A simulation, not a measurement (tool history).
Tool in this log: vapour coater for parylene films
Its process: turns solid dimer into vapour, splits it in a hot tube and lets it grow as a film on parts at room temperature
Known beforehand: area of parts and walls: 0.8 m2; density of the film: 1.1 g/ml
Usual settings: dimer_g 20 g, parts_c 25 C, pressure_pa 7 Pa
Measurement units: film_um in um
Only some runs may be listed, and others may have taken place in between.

run    hour  dimer_g  parts_c  pressure_pa  film_um
  1       0       20       25            7     8.77
  2    45.5       20       25            7    10.32
  3   119.8       35       25            7    17.44
  4   173.6       35       25            7    17.03
  5   230.4       35       25            7    16.68
  6   283.9       20       27            7        9
  7   317.7       20       27            7     8.77
  8   388.8       17       27            7      8.3
  9     421       17       27            7     8.42
 10   477.5       17       27         5.44      8.5
 11   514.4       20       25         7.02     9.86
 12   583.5       20       25         7.02     9.41
 13   654.4       20       25         7.02     9.29
 14   715.7       20       25         2.43     10.9
 15     753       20       22            7    10.89
 16   803.2       20       22            7    10.91
 17   874.7        9       25            7     4.48
 18     948        9       25            7     4.36
 19  1019.3        9       25            7     4.17
 20  1095.9       20       25            7    10.35
 21  1129.9       20       25         4.31    11.12
 22  1188.7       20       25         4.31    11.01
 23  1224.4        9       25            7     4.44
 24  1280.2        9       25            7     4.38
 25  1343.7       15       21            7     7.54
 26  1391.1       33       25         3.45    17.16
 27    1465       33       25         3.45    19.41
 28  1529.3       11       29         3.39     5.82
 29  1563.5       27       29         9.53    12.08
 30  1601.1       32       25         7.34    15.82
 31  1675.6       30       22         2.15    18.64
 32  1742.9       10       27         5.34     4.71
 33  1822.1        9       27         5.34      4.8
 34    1877       25       27         2.51     14.6
 35  1940.9       35       27         2.51    19.88
 36    2008       20       32            7      8.5
 37  2081.2       20       27            7     9.02
 38  2151.8       20       22          4.1    12.26
 39    2213       20       22          4.1    12.04
 40  2287.4       27       22          4.1    15.46
 41  2360.7       17       17            7     9.57
 42  2405.3       20       23            7     9.83
 43  2445.2       20       23            7     9.58
 44  2491.4       20       23            7    11.02
 45  2553.2       20       23         6.95    10.79
 46  2627.5       20       21         6.95    10.96

Between the runs listed above, the log contained 8 entries, not reproduced here. Where in the sequence does each belong, and how does what the log doesn't record of the tool's condition differ from the listed run before to the listed run after?
From run 1 to run 2: trap's valve overhauled (hour 20.7)
  vapour lost through the trap's worn valve, %: 15.2 -> 1.1; true temperature of the parts over the reading, C: -0.14 -> -0.16
  measured value less the no-hidden-state value, film_um: -1.55 -> -0.09 um
From run 7 to run 8: trap's valve overhauled (hour 372.6)
  vapour lost through the trap's worn valve, %: 12.1 -> 1.1; true temperature of the parts over the reading, C: -0.29 -> -0.32
  measured value less the no-hidden-state value, film_um: -1.15 -> -0.05 um
From run 14 to run 15: trap's valve overhauled (hour 725.9)
  vapour lost through the trap's worn valve, %: 13.9 -> 1.3; true temperature of the parts over the reading, C: -0.48 -> -0.5
  measured value less the no-hidden-state value, film_um: -1.64 -> -0.04 um
From run 19 to run 20: trap's valve overhauled (hour 1075.8)
  vapour lost through the trap's worn valve, %: 12 -> 0.9; true temperature of the parts over the reading, C: -0.63 -> -0.66
  measured value less the no-hidden-state value, film_um: -0.51 -> +0.04 um
From run 26 to run 27: trap's valve overhauled (hour 1429.4)
  vapour lost through the trap's worn valve, %: 12.5 -> 1.8; true temperature of the parts over the reading, C: -0.81 -> -0.84
  measured value less the no-hidden-state value, film_um: -2.15 -> -0.03 um
From run 32 to run 33: trap's valve overhauled (hour 1782)
  vapour lost through the trap's worn valve, %: 12.3 -> 1.6; true temperature of the parts over the reading, C: -0.97 -> -1.01
  measured value less the no-hidden-state value, film_um: -0.57 -> +0.01 um
From run 37 to run 38: trap's valve overhauled (hour 2134.5)
  vapour lost through the trap's worn valve, %: 12 -> 1; true temperature of the parts over the reading, C: -1.13 -> -1.16
  measured value less the no-hidden-state value, film_um: -1.02 -> +0.15 um
From run 43 to run 44: trap's valve overhauled (hour 2486.3)
  vapour lost through the trap's worn valve, %: 12.8 -> 0.2; true temperature of the parts over the reading, C: -1.3 -> -1.32
  measured value less the no-hidden-state value, film_um: -1.15 -> +0.25 um

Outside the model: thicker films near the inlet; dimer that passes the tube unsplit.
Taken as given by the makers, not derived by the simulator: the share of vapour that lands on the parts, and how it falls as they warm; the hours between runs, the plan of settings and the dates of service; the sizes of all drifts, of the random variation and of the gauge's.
